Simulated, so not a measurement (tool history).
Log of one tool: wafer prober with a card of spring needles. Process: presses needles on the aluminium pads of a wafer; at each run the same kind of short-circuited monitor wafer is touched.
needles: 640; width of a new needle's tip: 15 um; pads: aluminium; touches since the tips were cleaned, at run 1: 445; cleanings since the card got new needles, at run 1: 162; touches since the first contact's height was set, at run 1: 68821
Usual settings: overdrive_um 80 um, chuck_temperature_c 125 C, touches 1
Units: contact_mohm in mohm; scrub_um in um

| run | hour | overdrive_um | chuck_temperature_c | touches | touches since the tips were cleaned | cleanings since the card got new needles | touches since the first contact's height was set | contact_mohm | scrub_um |
|---|---|---|---|---|---|---|---|---|---|
| 1 | 0 | 80 | 125 | 1 | 445 | 162 | 68821 | 137 | 13.14 |
|  | 2.1 | tips cleaned on abrasive film |
|  | 5 | tips cleaned on abrasive film |
|  | 7.8 | tips cleaned on abrasive film |
|  | 10.7 | tips cleaned on abrasive film |
|  | 14.2 | tips cleaned on abrasive film |
|  | 17 | tips cleaned on abrasive film |
|  | 19.9 | tips cleaned on abrasive film |
|  | 23.4 | tips cleaned on abrasive film |
| 2 | 24.6 | 71 | 125 | 1 | 727 | 170 | 83056 | 149 | 11.76 |
|  | 26.8 | tips cleaned on abrasive film |
|  | 29.6 | tips cleaned on abrasive film |
|  | 33.1 | tips cleaned on abrasive film |
|  | 36.7 | tips cleaned on abrasive film |
|  | 40.1 | tips cleaned on abrasive film |
| 3 | 40.1 | 71 | 54 | 1 | 0 | 175 | 92047 | 123 | 11.4 |
|  | 43.7 | tips cleaned on abrasive film |
|  | 47.2 | tips cleaned on abrasive film |
|  | 50.7 | tips cleaned on abrasive film |
|  | 54.2 | tips cleaned on abrasive film |
|  | 57.1 | tips cleaned on abrasive film |
| 4 | 57.4 | 71 | 54 | 1 | 161 | 180 | 102034 | 127 | 11.45 |
|  | 60.2 | tips cleaned on abrasive film |
|  | 63 | tips cleaned on abrasive film |
|  | 65.9 | tips cleaned on abrasive film |
|  | 68.7 | tips cleaned on abrasive film |
|  | 72.2 | tips cleaned on abrasive film |
|  | 75.1 | tips cleaned on abrasive film |
| 5 | 77.6 | 80 | 125 | 2 | 1517 | 186 | 113787 | 142 | 13.04 |
|  | 78.4 | tips cleaned on abrasive film |
|  | 81.2 | tips cleaned on abrasive film |
|  | 84.1 | tips cleaned on abrasive film |
|  | 87.6 | tips cleaned on abrasive film |
|  | 90.4 | tips cleaned on abrasive film |
|  | 93.3 | tips cleaned on abrasive film |
|  | 96.8 | tips cleaned on abrasive film |
|  | 99.6 | tips cleaned on abrasive film |
|  | 103.2 | tips cleaned on abrasive film |
|  | 106.7 | tips cleaned on abrasive film |
|  | 110.2 | tips cleaned on abrasive film |
| 6 | 110.2 | 80 | 125 | 2 | 0 | 197 | 132612 | 131 | 12.8 |
|  | 113.7 | tips cleaned on abrasive film |
|  | 117.2 | tips cleaned on abrasive film |
|  | 120.8 | tips cleaned on abrasive film |
|  | 123.6 | tips cleaned on abrasive film |
|  | 127.1 | tips cleaned on abrasive film |
|  | 130.7 | tips cleaned on abrasive film |
|  | 134.2 | tips cleaned on abrasive film |
|  | 137 | tips cleaned on abrasive film |
| 7 | 139.4 | 80 | 38 | 1 | 1432 | 205 | 149603 | 149 | 12.67 |
|  | 140.2 | tips cleaned on abrasive film |
|  | 143 | tips cleaned on abrasive film |
|  | 146.6 | tips cleaned on abrasive film |
|  | 150.1 | tips cleaned on abrasive film |
|  | 152.9 | tips cleaned on abrasive film |
|  | 155.8 | tips cleaned on abrasive film |
|  | 159.3 | tips cleaned on abrasive film |
|  | 162.1 | tips cleaned on abrasive film |
|  | 165 | tips cleaned on abrasive film |
|  | 167.8 | tips cleaned on abrasive film |
| 8 | 168.9 | 80 | 38 | 1 | 672 | 215 | 166653 | 135 | 12.31 |
|  | 171.1 | tips cleaned on abrasive film |
|  | 173.9 | tips cleaned on abrasive film |
|  | 176.8 | tips cleaned on abrasive film |
|  | 179.6 | tips cleaned on abrasive film |
|  | 182.4 | tips cleaned on abrasive film |
| 9 | 184.6 | 80 | 38 | 1 | 1280 | 220 | 175713 | 149 | 12.22 |
|  | 185.4 | tips cleaned on abrasive film |
|  | 188.2 | tips cleaned on abrasive film |
|  | 191.7 | tips cleaned on abrasive film |
|  | 194.6 | tips cleaned on abrasive film |
|  | 198.1 | tips cleaned on abrasive film |
|  | 201.6 | tips cleaned on abrasive film |
| 10 | 202.3 | 80 | 38 | 1 | 405 | 226 | 185949 | 132 | 12.01 |
|  | 205.1 | tips cleaned on abrasive film |
|  | 208 | tips cleaned on abrasive film |
|  | 210.8 | tips cleaned on abrasive film |
|  | 214.3 | tips cleaned on abrasive film |
|  | 217.2 | tips cleaned on abrasive film |
| 11 | 217.8 | 80 | 37 | 1 | 377 | 231 | 194924 | 134 | 11.79 |
|  | 220.7 | tips cleaned on abrasive film |
|  | 223.5 | tips cleaned on abrasive film |
|  | 226.3 | tips cleaned on abrasive film |
|  | 229.9 | tips cleaned on abrasive film |
|  | 241.9 | card fitted with new needles |
|  | 244.7 | tips cleaned on abrasive film |
|  | 247.5 | tips cleaned on abrasive film |
|  | 251.1 | tips cleaned on abrasive film |
|  | 253.9 | tips cleaned on abrasive film |
|  | 256.7 | tips cleaned on abrasive film |
|  | 259.6 | tips cleaned on abrasive film |
|  | 262.4 | tips cleaned on abrasive film |
| 12 | 262.6 | 88 | 77 | 2 | 78 | 7 | 11952 | 117 | 15.18 |
|  | 265.4 | tips cleaned on abrasive film |
|  | 268.2 | tips cleaned on abrasive film |
|  | 271.8 | tips cleaned on abrasive film |
|  | 275.3 | tips cleaned on abrasive film |
|  | 278.1 | tips cleaned on abrasive film |
|  | 281 | tips cleaned on abrasive film |
|  | 284.5 | tips cleaned on abrasive film |
|  | 287.3 | tips cleaned on abrasive film |
|  | 290.9 | tips cleaned on abrasive film |
|  | 294.4 | tips cleaned on abrasive film |
|  | 297.9 | tips cleaned on abrasive film |
| 13 | 298 | 95 | 96 | 3 | 38 | 18 | 32464 | 123 | 15.87 |
|  | 300.8 | tips cleaned on abrasive film |
|  | 303.6 | tips cleaned on abrasive film |
|  | 306.5 | tips cleaned on abrasive film |
|  | 310 | tips cleaned on abrasive film |
|  | 313.5 | tips cleaned on abrasive film |
|  | 317 | tips cleaned on abrasive film |
|  | 319.9 | tips cleaned on abrasive film |
|  | 323.4 | tips cleaned on abrasive film |
|  | 326.9 | tips cleaned on abrasive film |
|  | 330.5 | tips cleaned on abrasive film |
|  | 333.3 | tips cleaned on abrasive film |
| 14 | 334 | 69 | 55 | 3 | 438 | 29 | 53369 | 119 | 11.7 |
|  | 336.2 | tips cleaned on abrasive film |
|  | 339 | tips cleaned on abrasive film |
|  | 341.9 | tips cleaned on abrasive film |
|  | 345.4 | tips cleaned on abrasive film |
|  | 348.9 | tips cleaned on abrasive film |
|  | 352.4 | tips cleaned on abrasive film |
| 15 | 353.9 | 80 | 95 | 2 | 871 | 35 | 64887 | 129 | 13.34 |
|  | 355.4 | tips cleaned on abrasive film |
|  | 358.9 | tips cleaned on abrasive film |
|  | 362.4 | tips cleaned on abrasive film |
|  | 365.9 | tips cleaned on abrasive film |
|  | 368.8 | tips cleaned on abrasive film |
| 16 | 370.9 | 95 | 50 | 1 | 1280 | 40 | 74768 | 129 | 15.8 |
|  | 371.7 | tips cleaned on abrasive film |
|  | 374.5 | tips cleaned on abrasive film |
|  | 378.1 | tips cleaned on abrasive film |
|  | 380.9 | tips cleaned on abrasive film |
|  | 383.7 | tips cleaned on abrasive film |
|  | 387.3 | tips cleaned on abrasive film |
|  | 390.1 | tips cleaned on abrasive film |
|  | 393.6 | tips cleaned on abrasive film |
|  | 396.5 | tips cleaned on abrasive film |
| 17 | 397.4 | 93 | 50 | 1 | 555 | 49 | 90062 | 122 | 15.4 |
|  | 399.6 | tips cleaned on abrasive film |
|  | 402.4 | tips cleaned on abrasive film |
|  | 405.9 | tips cleaned on abrasive film |
|  | 408.8 | tips cleaned on abrasive film |
|  | 411.6 | tips cleaned on abrasive film |
|  | 414.4 | tips cleaned on abrasive film |
|  | 418 | tips cleaned on abrasive film |
|  | 421.5 | tips cleaned on abrasive film |
|  | 424.3 | tips cleaned on abrasive film |
|  | 427.8 | tips cleaned on abrasive film |
| 18 | 428 | 79 | 125 | 1 | 63 | 59 | 107732 | 129 | 12.66 |
|  | 430.8 | tips cleaned on abrasive film |
|  | 434.3 | tips cleaned on abrasive film |
|  | 437.2 | tips cleaned on abrasive film |
|  | 440.7 | tips cleaned on abrasive film |
|  | 443.5 | tips cleaned on abrasive film |
|  | 446.4 | tips cleaned on abrasive film |
| 19 | 449 | 79 | 125 | 1 | 1590 | 65 | 119973 | 144 | 12.61 |

How the hidden state differs across the entries between the runs, from the last listed run before each to the first after it:
Between runs 1 and 2: tips cleaned on abrasive film (hour 2.1); tips cleaned on abrasive film (hour 5); tips cleaned on abrasive film (hour 7.8); tips cleaned on abrasive film (hour 10.7); tips cleaned on abrasive film (hour 14.2); tips cleaned on abrasive film (hour 17); tips cleaned on abrasive film (hour 19.9); tips cleaned on abrasive film (hour 23.4)
  debris on the tips, nm: 20.1 -> 31.9; way that the needles fall short of the set height, um: 4.14 -> 4.97; tips' diameter, um: 21.34 -> 21.63
  measured less the result without the state, contact_mohm: +12 -> +23 mohm; scrub_um: -0.72 -> -0.88 um
Between runs 2 and 3: tips cleaned on abrasive film (hour 26.8); tips cleaned on abrasive film (hour 29.6); tips cleaned on abrasive film (hour 33.1); tips cleaned on abrasive film (hour 36.7); tips cleaned on abrasive film (hour 40.1)
  debris on the tips, nm: 31.9 -> 5.5; way that the needles fall short of the set height, um: 4.97 -> 5.47; tips' diameter, um: 21.63 -> 21.81
  measured less the result without the state, contact_mohm: +23 -> +8 mohm; scrub_um: -0.88 -> -0.95 um
Between runs 3 and 4: tips cleaned on abrasive film (hour 43.7); tips cleaned on abrasive film (hour 47.2); tips cleaned on abrasive film (hour 50.7); tips cleaned on abrasive film (hour 54.2); tips cleaned on abrasive film (hour 57.1)
  debris on the tips, nm: 5.5 -> 9.3; way that the needles fall short of the set height, um: 5.47 -> 6.03; tips' diameter, um: 21.81 -> 22
  measured less the result without the state, contact_mohm: +8 -> +10 mohm; scrub_um: -0.95 -> -1.06 um
Between runs 4 and 5: tips cleaned on abrasive film (hour 60.2); tips cleaned on abrasive film (hour 63); tips cleaned on abrasive film (hour 65.9); tips cleaned on abrasive film (hour 68.7); tips cleaned on abrasive film (hour 72.2); tips cleaned on abrasive film (hour 75.1)
  debris on the tips, nm: 9.3 -> 44.9; way that the needles fall short of the set height, um: 6.03 -> 6.56; tips' diameter, um: 22 -> 22.19
  measured less the result without the state, contact_mohm: +10 -> +17 mohm; scrub_um: -1.06 -> -1.16 um
Between runs 5 and 6: tips cleaned on abrasive film (hour 78.4); tips cleaned on abrasive film (hour 81.2); tips cleaned on abrasive film (hour 84.1); tips cleaned on abrasive film (hour 87.6); tips cleaned on abrasive film (hour 90.4); tips cleaned on abrasive film (hour 93.3); tips cleaned on abrasive film (hour 96.8); tips cleaned on abrasive film (hour 99.6); tips cleaned on abrasive film (hour 103.2); tips cleaned on abrasive film (hour 106.7); tips cleaned on abrasive film (hour 110.2)
  debris on the tips, nm: 44.9 -> 6.1; way that the needles fall short of the set height, um: 6.56 -> 7.83; tips' diameter, um: 22.19 -> 22.63
  measured less the result without the state, contact_mohm: +17 -> +6 mohm; scrub_um: -1.16 -> -1.38 um
Between runs 6 and 7: tips cleaned on abrasive film (hour 113.7); tips cleaned on abrasive film (hour 117.2); tips cleaned on abrasive film (hour 120.8); tips cleaned on abrasive film (hour 123.6); tips cleaned on abrasive film (hour 127.1); tips cleaned on abrasive film (hour 130.7); tips cleaned on abrasive film (hour 134.2); tips cleaned on abrasive film (hour 137)
  debris on the tips, nm: 6.1 -> 47.5; way that the needles fall short of the set height, um: 7.83 -> 8.71; tips' diameter, um: 22.63 -> 22.94
  measured less the result without the state, contact_mohm: +6 -> +34 mohm; scrub_um: -1.38 -> -1.54 um
Between runs 7 and 8: tips cleaned on abrasive film (hour 140.2); tips cleaned on abrasive film (hour 143); tips cleaned on abrasive film (hour 146.6); tips cleaned on abrasive film (hour 150.1); tips cleaned on abrasive film (hour 152.9); tips cleaned on abrasive film (hour 155.8); tips cleaned on abrasive film (hour 159.3); tips cleaned on abrasive film (hour 162.1); tips cleaned on abrasive film (hour 165); tips cleaned on abrasive film (hour 167.8)
  debris on the tips, nm: 47.5 -> 26.3; way that the needles fall short of the set height, um: 8.71 -> 9.77; tips' diameter, um: 22.94 -> 23.31
  measured less the result without the state, contact_mohm: +34 -> +22 mohm; scrub_um: -1.54 -> -1.69 um
Between runs 8 and 9: tips cleaned on abrasive film (hour 171.1); tips cleaned on abrasive film (hour 173.9); tips cleaned on abrasive film (hour 176.8); tips cleaned on abrasive film (hour 179.6); tips cleaned on abrasive film (hour 182.4)
  debris on the tips, nm: 26.3 -> 45.7; way that the needles fall short of the set height, um: 9.77 -> 10.36; tips' diameter, um: 23.31 -> 23.52
  measured less the result without the state, contact_mohm: +22 -> +36 mohm; scrub_um: -1.69 -> -1.81 um
Between runs 9 and 10: tips cleaned on abrasive film (hour 185.4); tips cleaned on abrasive film (hour 188.2); tips cleaned on abrasive film (hour 191.7); tips cleaned on abrasive film (hour 194.6); tips cleaned on abrasive film (hour 198.1); tips cleaned on abrasive film (hour 201.6)
  debris on the tips, nm: 45.7 -> 19.5; way that the needles fall short of the set height, um: 10.36 -> 11.11; tips' diameter, um: 23.52 -> 23.78
  measured less the result without the state, contact_mohm: +36 -> +19 mohm; scrub_um: -1.81 -> -1.94 um
Between runs 10 and 11: tips cleaned on abrasive film (hour 205.1); tips cleaned on abrasive film (hour 208); tips cleaned on abrasive film (hour 210.8); tips cleaned on abrasive film (hour 214.3); tips cleaned on abrasive film (hour 217.2)
  debris on the tips, nm: 19.5 -> 18; way that the needles fall short of the set height, um: 11.11 -> 11.71; tips' diameter, um: 23.78 -> 23.99
  measured less the result without the state, contact_mohm: +19 -> +19 mohm; scrub_um: -1.94 -> -2.01 um
Between runs 11 and 12: tips cleaned on abrasive film (hour 220.7); tips cleaned on abrasive film (hour 223.5); tips cleaned on abrasive film (hour 226.3); tips cleaned on abrasive film (hour 229.9); card fitted with new needles (hour 241.9); tips cleaned on abrasive film (hour 244.7); tips cleaned on abrasive film (hour 247.5); tips cleaned on abrasive film (hour 251.1); tips cleaned on abrasive film (hour 253.9); tips cleaned on abrasive film (hour 256.7); tips cleaned on abrasive film (hour 259.6); tips cleaned on abrasive film (hour 262.4)
  debris on the tips, nm: 18 -> 7.5; way that the needles fall short of the set height, um: 11.71 -> 0.79; tips' diameter, um: 23.99 -> 15.28
  measured less the result without the state, contact_mohm: +19 -> +1 mohm; scrub_um: -2.01 -> -0.14 um
Between runs 12 and 13: tips cleaned on abrasive film (hour 265.4); tips cleaned on abrasive film (hour 268.2); tips cleaned on abrasive film (hour 271.8); tips cleaned on abrasive film (hour 275.3); tips cleaned on abrasive film (hour 278.1); tips cleaned on abrasive film (hour 281); tips cleaned on abrasive film (hour 284.5); tips cleaned on abrasive film (hour 287.3); tips cleaned on abrasive film (hour 290.9); tips cleaned on abrasive film (hour 294.4); tips cleaned on abrasive film (hour 297.9)
  debris on the tips, nm: 7.5 -> 4.1; way that the needles fall short of the set height, um: 0.79 -> 2.06; tips' diameter, um: 15.28 -> 15.72
  measured less the result without the state, contact_mohm: +1 -> +0 mohm; scrub_um: -0.14 -> -0.35 um
Between runs 13 and 14: tips cleaned on abrasive film (hour 300.8); tips cleaned on abrasive film (hour 303.6); tips cleaned on abrasive film (hour 306.5); tips cleaned on abrasive film (hour 310); tips cleaned on abrasive film (hour 313.5); tips cleaned on abrasive film (hour 317); tips cleaned on abrasive film (hour 319.9); tips cleaned on abrasive film (hour 323.4); tips cleaned on abrasive film (hour 326.9); tips cleaned on abrasive film (hour 330.5); tips cleaned on abrasive film (hour 333.3)
  debris on the tips, nm: 4.1 -> 20.8; way that the needles fall short of the set height, um: 2.06 -> 3.16; tips' diameter, um: 15.72 -> 16.11
  measured less the result without the state, contact_mohm: +0 -> +4 mohm; scrub_um: -0.35 -> -0.56 um
Between runs 14 and 15: tips cleaned on abrasive film (hour 336.2); tips cleaned on abrasive film (hour 339); tips cleaned on abrasive film (hour 341.9); tips cleaned on abrasive film (hour 345.4); tips cleaned on abrasive film (hour 348.9); tips cleaned on abrasive film (hour 352.4)
  debris on the tips, nm: 20.8 -> 32.4; way that the needles fall short of the set height, um: 3.16 -> 3.77; tips' diameter, um: 16.11 -> 16.32
  measured less the result without the state, contact_mohm: +4 -> +7 mohm; scrub_um: -0.56 -> -0.67 um
Between runs 15 and 16: tips cleaned on abrasive film (hour 355.4); tips cleaned on abrasive film (hour 358.9); tips cleaned on abrasive film (hour 362.4); tips cleaned on abrasive film (hour 365.9); tips cleaned on abrasive film (hour 368.8)
  debris on the tips, nm: 32.4 -> 48.6; way that the needles fall short of the set height, um: 3.77 -> 4.21; tips' diameter, um: 16.32 -> 16.47
  measured less the result without the state, contact_mohm: +7 -> +13 mohm; scrub_um: -0.67 -> -0.73 um
Between runs 16 and 17: tips cleaned on abrasive film (hour 371.7); tips cleaned on abrasive film (hour 374.5); tips cleaned on abrasive film (hour 378.1); tips cleaned on abrasive film (hour 380.9); tips cleaned on abrasive film (hour 383.7); tips cleaned on abrasive film (hour 387.3); tips cleaned on abrasive film (hour 390.1); tips cleaned on abrasive film (hour 393.6); tips cleaned on abrasive film (hour 396.5)
  debris on the tips, nm: 48.6 -> 26.8; way that the needles fall short of the set height, um: 4.21 -> 5.22; tips' diameter, um: 16.47 -> 16.83
  measured less the result without the state, contact_mohm: +13 -> +8 mohm; scrub_um: -0.73 -> -0.91 um
Between runs 17 and 18: tips cleaned on abrasive film (hour 399.6); tips cleaned on abrasive film (hour 402.4); tips cleaned on abrasive film (hour 405.9); tips cleaned on abrasive film (hour 408.8); tips cleaned on abrasive film (hour 411.6); tips cleaned on abrasive film (hour 414.4); tips cleaned on abrasive film (hour 418); tips cleaned on abrasive film (hour 421.5); tips cleaned on abrasive film (hour 424.3); tips cleaned on abrasive film (hour 427.8)
  debris on the tips, nm: 26.8 -> 7.2; way that the needles fall short of the set height, um: 5.22 -> 6.32; tips' diameter, um: 16.83 -> 17.21
  measured less the result without the state, contact_mohm: +8 -> +4 mohm; scrub_um: -0.91 -> -1.11 um
Between runs 18 and 19: tips cleaned on abrasive film (hour 430.8); tips cleaned on abrasive film (hour 434.3); tips cleaned on abrasive film (hour 437.2); tips cleaned on abrasive film (hour 440.7); tips cleaned on abrasive film (hour 443.5); tips cleaned on abrasive film (hour 446.4)
  debris on the tips, nm: 7.2 -> 51.3; way that the needles fall short of the set height, um: 6.32 -> 6.96; tips' diameter, um: 17.21 -> 17.44
  measured less the result without the state, contact_mohm: +4 -> +20 mohm; scrub_um: -1.11 -> -1.22 um
